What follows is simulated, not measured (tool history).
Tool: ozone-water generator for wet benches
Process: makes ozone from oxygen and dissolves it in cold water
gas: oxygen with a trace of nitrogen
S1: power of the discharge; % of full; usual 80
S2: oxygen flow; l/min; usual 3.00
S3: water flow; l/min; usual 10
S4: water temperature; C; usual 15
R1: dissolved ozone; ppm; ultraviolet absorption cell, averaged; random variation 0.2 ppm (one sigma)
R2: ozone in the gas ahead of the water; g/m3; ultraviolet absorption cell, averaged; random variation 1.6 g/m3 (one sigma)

run     day  S1    S2  S3  S4    R1     R2
  1   0.000  80  3.00  10  15  26.5  295.9
  2   0.883  80  3.00  10  15  26.2  295.8
  3   2.388  80  1.81  10  15  24.3  367.3
  4   3.658  80  1.81  10  15  24.2  367.4
  5   5.008  80  2.56  10  15  25.6  319.8
  6   6.296  80  3.01  10  15  26.2  296.1
  7   7.025  80  3.00  10   9  28.5  296.2
  8   8.321  80  3.00  10   9  29.0  295.9
  9   9.604  80  3.00  10   9  29.1  294.9
 10  10.708  80  3.00  10   9  28.4  292.6
 11  12.262  80  2.11  16  15  14.8  342.6
 12  12.908  80  1.77  11   8  23.3  371.0
 13  13.700  80  3.00   6  17  39.2  293.0
 14  14.400  80  3.00   6  17  38.9  294.6
 15  15.221  80  3.00   6  17  38.9  293.3
 16  16.600  89  2.92   7  13  39.8  322.9

Forecast each of these 5 alternatives for the next run:
  A  17.738  52  3.00  10  13   ?   ?
  B  17.738  88  2.02   7  13   ?   ?
  C  17.738  85  3.56  14  15   ?   ?
  D  17.738  87  4.07   7  15   ?   ?
  E  17.738  89  2.92   7  21   ?   ?

run    R1     R2
  A  19.5  212.6
  B  38.0  375.5
  C  20.1  284.2
  D  38.0  277.2
  E  35.1  324.3
Without the tool's hidden state the same runs would have given:
run    R1     R2
  A  20.7  217.2
  B  40.6  388.1
  C  21.6  293.5
  D  40.7  286.4
  E  37.5  335.3
